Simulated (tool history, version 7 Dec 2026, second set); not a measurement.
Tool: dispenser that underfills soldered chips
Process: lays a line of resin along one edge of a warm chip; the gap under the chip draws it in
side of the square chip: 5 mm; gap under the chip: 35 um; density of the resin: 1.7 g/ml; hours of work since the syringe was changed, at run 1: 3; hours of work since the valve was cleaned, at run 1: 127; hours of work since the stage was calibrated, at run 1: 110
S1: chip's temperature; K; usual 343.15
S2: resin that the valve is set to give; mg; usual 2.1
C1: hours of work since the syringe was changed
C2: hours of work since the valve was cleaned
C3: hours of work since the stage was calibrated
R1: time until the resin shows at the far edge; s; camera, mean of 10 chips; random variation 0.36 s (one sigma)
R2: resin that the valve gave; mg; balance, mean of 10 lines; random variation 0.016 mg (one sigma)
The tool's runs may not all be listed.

run	hour	S1	S2	C1	C2	C3	R1	R2
1	0	343.15	2.1	3	127	110	23.4	1.9
2	6.2	343.15	2.1	7	131	114	28.3	1.9
3	10.2	343.15	2.1	10	134	117	32	1.88
# hour 11.3: new syringe of resin
# hour 18.4: dispensing valve cleaned and set on the balance
4	18.4	343.15	2.1	4	0	122	24.5	2.11
5	23.4	343.15	2.1	8	4	125	27.1	2.1
# hour 27.4: new syringe of resin
6	28.7	340.15	2.1	1	7	129	23.9	2.12
7	32.2	340.15	2.1	3	10	131	26.4	2.09
8	38.8	340.15	2.1	8	14	136	32.3	2.06
# hour 42.5: new syringe of resin
9	44.8	340.15	2.1	2	18	140	24.5	2.04
10	49.5	340.15	2.1	5	22	143	28	2.04
11	52.7	342.15	2.63	7	24	146	28.3	2.55
# hour 57.6: new syringe of resin
12	59.2	343.15	2.62	1	28	150	21	2.55
13	65.6	343.15	2.55	6	33	155	25.2	2.5
# hour 72.4: new syringe of resin
14	72.4	343.15	2.55	0	37	159	20.3	2.48
15	78.8	332.15	2.14	5	42	164	40.5	2.08
16	82.2	357.15	2.08	7	44	166	16	2.01
17	85.4	357.15	2.08	9	47	168	18	2.01
# hour 87.3: new syringe of resin
18	88.7	334.15	2.32	1	49	171	31.3	2.25
19	92.9	330.15	2.25	4	52	174	41.4	2.14

4 ways to go on from here, each from the tool as it stands after run 19. What would each give?
A	99.2	330.15	2.52	8	56	178	?	?
B	99.2	343.15	2.37	8	56	178	?	?
C	99.2	355.15	2.46	8	56	178	?	?
D	99.2	338.15	1.84	8	56	178	?	?

run	R1	R2
A	51	2.37
B	28.8	2.26
C	17.7	2.31
D	39	1.74
Without the tool's hidden state the same runs would have given:
run	R1	R2
A	33.5	2.5
B	19	2.38
C	11.7	2.43
D	25.3	1.83
